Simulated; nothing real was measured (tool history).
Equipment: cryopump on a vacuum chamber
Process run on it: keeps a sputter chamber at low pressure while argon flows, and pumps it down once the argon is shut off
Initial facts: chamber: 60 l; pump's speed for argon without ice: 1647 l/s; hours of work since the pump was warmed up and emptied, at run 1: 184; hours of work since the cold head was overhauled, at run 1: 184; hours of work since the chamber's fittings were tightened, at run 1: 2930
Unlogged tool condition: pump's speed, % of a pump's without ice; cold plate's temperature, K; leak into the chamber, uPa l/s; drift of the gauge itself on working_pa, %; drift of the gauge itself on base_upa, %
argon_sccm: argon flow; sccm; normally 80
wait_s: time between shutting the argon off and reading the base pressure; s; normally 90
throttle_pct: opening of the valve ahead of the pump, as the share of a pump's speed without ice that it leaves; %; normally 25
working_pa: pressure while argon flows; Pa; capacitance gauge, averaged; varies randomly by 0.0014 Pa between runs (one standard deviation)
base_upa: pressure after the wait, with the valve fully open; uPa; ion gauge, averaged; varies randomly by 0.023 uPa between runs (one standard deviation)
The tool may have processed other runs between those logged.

| run | hour | argon_sccm | wait_s | throttle_pct | hours of work since the pump was warmed up and emptied | hours of work since the cold head was overhauled | hours of work since the chamber's fittings were tightened | working_pa | base_upa |
|---|---|---|---|---|---|---|---|---|---|
| 1 | 0.0 | 80 | 90 | 25 | 184 | 184 | 2930 | 0.3342 | 1.57 |
| 2 | 10.3 | 80 | 90 | 25 | 189 | 189 | 2935 | 0.3331 | 1.63 |
| 3 | 30.2 | 80 | 90 | 19 | 199 | 199 | 2944 | 0.4351 | 1.58 |
| 4 | 48.4 | 80 | 90 | 25 | 208 | 208 | 2953 | 0.3318 | 1.60 |
| 5 | 59.5 | 80 | 90 | 25 | 213 | 213 | 2959 | 0.3366 | 1.57 |
| 6 | 75.2 | 80 | 90 | 25 | 221 | 221 | 2966 | 0.3347 | 1.58 |
| 7 | 88.9 | 80 | 90 | 25 | 227 | 227 | 2973 | 0.3343 | 1.63 |
| 8 | 99.1 | 80 | 90 | 25 | 232 | 232 | 2978 | 0.3348 | 1.65 |
| 9 | 117.3 | 80 | 90 | 25 | 241 | 241 | 2987 | 0.3345 | 1.53 |
| 10 | 129.6 | 80 | 90 | 25 | 247 | 247 | 2993 | 0.3345 | 1.61 |
| 11 | 148.4 | 80 | 90 | 25 | 256 | 256 | 3002 | 0.3363 | 1.60 |
| 12 | 159.7 | 80 | 90 | 25 | 262 | 262 | 3007 | 0.3368 | 1.64 |
| 13 | 173.0 | 80 | 90 | 25 | 268 | 268 | 3014 | 0.3383 | 1.63 |
| 14 | 192.2 | 80 | 90 | 25 | 277 | 277 | 3023 | 0.3348 | 1.69 |
| 15 | 207.6 | 80 | 90 | 25 | 285 | 285 | 3030 | 0.3359 | 1.68 |
| 16 | 226.6 | 80 | 90 | 25 | 294 | 294 | 3040 | 0.3350 | 1.62 |
| 17 | 242.2 | 80 | 90 | 25 | 302 | 302 | 3047 | 0.3365 | 1.66 |
| 18 | 258.2 | 80 | 90 | 25 | 309 | 309 | 3055 | 0.3356 | 1.66 |
| 19 | 273.3 | 80 | 121 | 26 | 317 | 317 | 3062 | 0.3242 | 1.48 |
| 20 | 281.5 | 54 | 90 | 26 | 321 | 321 | 3066 | 0.2204 | 1.62 |
| 21 | 301.1 | 46 | 264 | 21 | 330 | 330 | 3076 | 0.2275 | 1.21 |
| 22 | 320.2 | 59 | 111 | 30 | 339 | 339 | 3085 | 0.2097 | 1.51 |
| 23 | 332.0 | 137 | 59 | 59 | 345 | 345 | 3091 | 0.2540 | 2.00 |
| 24 | 346.9 | 137 | 59 | 59 | 352 | 352 | 3098 | 0.2552 | 2.00 |
| 25 | 355.6 | 50 | 34 | 25 | 357 | 357 | 3102 | 0.2086 | 2.67 |
| 26 | 364.6 | 80 | 41 | 50 | 361 | 361 | 3107 | 0.1751 | 2.34 |
| 27 | 376.1 | 44 | 42 | 32 | 367 | 367 | 3112 | 0.1466 | 2.35 |
| 28 | 385.8 | 80 | 236 | 25 | 371 | 371 | 3117 | 0.3410 | 1.32 |
| 29 | 405.3 | 139 | 119 | 21 | 381 | 381 | 3126 | 0.7016 | 1.51 |
| 30 | 414.1 | 77 | 35 | 50 | 385 | 385 | 3131 | 0.1690 | 2.68 |
| 31 | 427.7 | 77 | 265 | 41 | 392 | 392 | 3137 | 0.2019 | 1.32 |
| 32 | 437.9 | 77 | 265 | 30 | 397 | 397 | 3142 | 0.2730 | 1.30 |
| 33 | 447.5 | 80 | 25 | 27 | 401 | 401 | 3147 | 0.3156 | 3.34 |
| 34 | 466.5 | 80 | 25 | 27 | 410 | 410 | 3156 | 0.3141 | 3.34 |
| 35 | 475.8 | 69 | 265 | 23 | 415 | 415 | 3160 | 0.3149 | 1.28 |

For some of the steps in working_pa from one run to the next: how much would appear even if the tool had no hidden state, given the settings, what came in and random variation, and how much remains for the hidden state plus any gauge scatter that the measured result and the result without hidden state don't share?
Run 22 -> 23: argon_sccm 59 -> 137, wait_s 111 -> 59, throttle_pct 30 -> 59. working_pa +0.0443 Pa: hidden state +0.0089, all else +0.0354.
Run 24 -> 25: argon_sccm 137 -> 50, wait_s 59 -> 34, throttle_pct 59 -> 25. working_pa -0.0466 Pa: hidden state -0.0101, all else -0.0365.
Run 27 -> 28: argon_sccm 44 -> 80, wait_s 42 -> 236, throttle_pct 32 -> 25. working_pa +0.1944 Pa: hidden state +0.0045, all else +0.1899.
Run 28 -> 29: argon_sccm 80 -> 139, wait_s 236 -> 119, throttle_pct 25 -> 21. working_pa +0.3606 Pa: hidden state +0.0078, all else +0.3528.
Run 29 -> 30: argon_sccm 139 -> 77, wait_s 119 -> 35, throttle_pct 21 -> 50. working_pa -0.5326 Pa: hidden state -0.0077, all else -0.5249.
